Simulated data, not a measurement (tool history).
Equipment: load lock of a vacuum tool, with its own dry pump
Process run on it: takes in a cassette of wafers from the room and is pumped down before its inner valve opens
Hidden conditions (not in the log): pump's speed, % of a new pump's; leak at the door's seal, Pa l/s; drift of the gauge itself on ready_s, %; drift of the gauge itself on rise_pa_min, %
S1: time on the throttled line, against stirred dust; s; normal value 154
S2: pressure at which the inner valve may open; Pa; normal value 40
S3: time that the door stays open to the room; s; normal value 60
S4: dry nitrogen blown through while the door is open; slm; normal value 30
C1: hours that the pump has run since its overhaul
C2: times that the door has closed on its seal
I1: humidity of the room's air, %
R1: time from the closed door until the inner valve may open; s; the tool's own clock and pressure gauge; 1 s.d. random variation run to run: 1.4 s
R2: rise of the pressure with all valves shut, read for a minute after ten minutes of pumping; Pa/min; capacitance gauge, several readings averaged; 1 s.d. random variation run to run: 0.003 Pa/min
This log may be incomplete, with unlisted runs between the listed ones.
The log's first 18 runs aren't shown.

Run 19, hour 5553.2: usual settings but S1 290 s, S2 49 Pa, S3 28 s; C1 2921; C2 12429; I1 42. Result: R1 340.6 s, R2 0.077 Pa/min.
Run 20, hour 5774.5: usual settings but S1 290 s, S2 49 Pa, S3 28 s; C1 3142; C2 12711; I1 44.5. Result: R1 341.2 s, R2 0.082 Pa/min.
Run 21, hour 6049.4: usual settings but S1 242 s, S2 39 Pa, S3 45 s, S4 5 slm; C1 3417; C2 13062; I1 44.8. Result: R1 309.7 s, R2 0.11 Pa/min.
Run 22, hour 6418.8: usual settings but S3 34 s, S4 14 slm; C1 3787; C2 13533; I1 44. Result: R1 244.5 s, R2 0.094 Pa/min.
Run 23, hour 6852.9: usual settings but S3 34 s, S4 14 slm; C1 4221; C2 14086; I1 45.9. Result: R1 243.5 s, R2 0.103 Pa/min.
Run 24, hour 7090.2: usual settings but S3 34 s, S4 14 slm; C1 4458; C2 14388; I1 46.1. Result: R1 243.6 s, R2 0.104 Pa/min.
Run 25, hour 7374.5: usual settings but S1 255 s, S3 29 s, S4 14 slm; C1 4742; C2 14751; I1 42.2. Result: R1 318.3 s, R2 0.104 Pa/min.
Run 26, hour 7773.2: usual settings but S4 15 slm; C1 5141; C2 15259; I1 44.7. Result: R1 246 s, R2 0.126 Pa/min.
Run 27, hour 8150.3: usual settings but S1 106 s, S2 65 Pa; C1 5518; C2 15740; I1 46.4. Result: R1 203.2 s, R2 0.114 Pa/min.

Run 28 is up next; what results do you expect?
Run 28, hour 8407.7: usual settings but S1 106 s, S2 65 Pa, S3 107 s; C1 5775; C2 16068; I1 45.3. Result: R1 ?, R2 ?.

Run 28 produced R1 204.7 s, R2 0.137 Pa/min.
Were there no unlogged condition in the tool, this run, its random variation unchanged, would have produced R1 192.7 s, R2 0.051 Pa/min.
